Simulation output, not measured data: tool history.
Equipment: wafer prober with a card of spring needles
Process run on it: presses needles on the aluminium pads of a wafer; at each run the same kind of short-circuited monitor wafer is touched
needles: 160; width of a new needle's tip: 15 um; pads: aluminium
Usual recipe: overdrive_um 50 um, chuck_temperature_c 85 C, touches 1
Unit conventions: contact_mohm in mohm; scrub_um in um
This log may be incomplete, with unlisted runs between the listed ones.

{"run": 1, "day": 0.0, "overdrive_um": 50, "chuck_temperature_c": 85, "touches": 1, "contact_mohm": 197, "scrub_um": 12.87}
{"run": 2, "day": 0.642, "overdrive_um": 50, "chuck_temperature_c": 85, "touches": 1, "contact_mohm": 257, "scrub_um": 12.84}
{"run": 3, "day": 1.083, "overdrive_um": 50, "chuck_temperature_c": 85, "touches": 1, "contact_mohm": 277, "scrub_um": 12.86}
{"run": 4, "day": 1.896, "overdrive_um": 50, "chuck_temperature_c": 85, "touches": 1, "contact_mohm": 217, "scrub_um": 12.83}
{"run": 5, "day": 2.529, "overdrive_um": 50, "chuck_temperature_c": 85, "touches": 1, "contact_mohm": 267, "scrub_um": 12.83}
{"run": 6, "day": 3.45, "overdrive_um": 50, "chuck_temperature_c": 85, "touches": 1, "contact_mohm": 298, "scrub_um": 12.85}
{"run": 7, "day": 3.95, "overdrive_um": 50, "chuck_temperature_c": 35, "touches": 2, "contact_mohm": 222, "scrub_um": 12.8}
{"run": 8, "day": 4.85, "overdrive_um": 50, "chuck_temperature_c": 30, "touches": 3, "contact_mohm": 218, "scrub_um": 12.81}
{"run": 9, "day": 5.642, "overdrive_um": 52, "chuck_temperature_c": 77, "touches": 3, "contact_mohm": 212, "scrub_um": 13.31}
{"run": 10, "day": 6.45, "overdrive_um": 52, "chuck_temperature_c": 77, "touches": 3, "contact_mohm": 221, "scrub_um": 13.33}
{"run": 11, "day": 6.95, "overdrive_um": 52, "chuck_temperature_c": 77, "touches": 3, "contact_mohm": 226, "scrub_um": 13.29}
{"run": 12, "day": 7.454, "overdrive_um": 52, "chuck_temperature_c": 77, "touches": 3, "contact_mohm": 209, "scrub_um": 13.29}

Between the runs listed above, the log contained 4 entries, not reproduced here. Where in the sequence does each belong, and how does what the log doesn't record of the tool's condition differ from the listed run before to the listed run after?
Logged between run 3 and run 4: tips cleaned on abrasive film (day 1.746)
  debris on the tips, nm: 55.6 -> 14.4; way that the needles fall short of the set height, um: 0.58 -> 0.64; tips' diameter, um: 15.2 -> 15.22
  difference, measured minus the result without the unlogged condition, contact_mohm: +87 -> +24 mohm; scrub_um: -0.16 -> -0.17 um
Logged between run 6 and run 7: tips cleaned on abrasive film (day 3.525)
  debris on the tips, nm: 67.5 -> 33; way that the needles fall short of the set height, um: 0.64 -> 0.69; tips' diameter, um: 15.22 -> 15.24
  difference, measured minus the result without the unlogged condition, contact_mohm: +107 -> +36 mohm; scrub_um: -0.17 -> -0.18 um
Logged between run 8 and run 9: tips cleaned on abrasive film (day 5.267)
  debris on the tips, nm: 60.7 -> 31.8; way that the needles fall short of the set height, um: 0.69 -> 0.74; tips' diameter, um: 15.24 -> 15.26
  difference, measured minus the result without the unlogged condition, contact_mohm: +38 -> +19 mohm; scrub_um: -0.18 -> -0.20 um
Logged between run 11 and run 12: tips cleaned on abrasive film (day 7.004)
  debris on the tips, nm: 67.6 -> 31.9; way that the needles fall short of the set height, um: 0.74 -> 0.79; tips' diameter, um: 15.26 -> 15.28
  difference, measured minus the result without the unlogged condition, contact_mohm: +37 -> +18 mohm; scrub_um: -0.19 -> -0.21 um
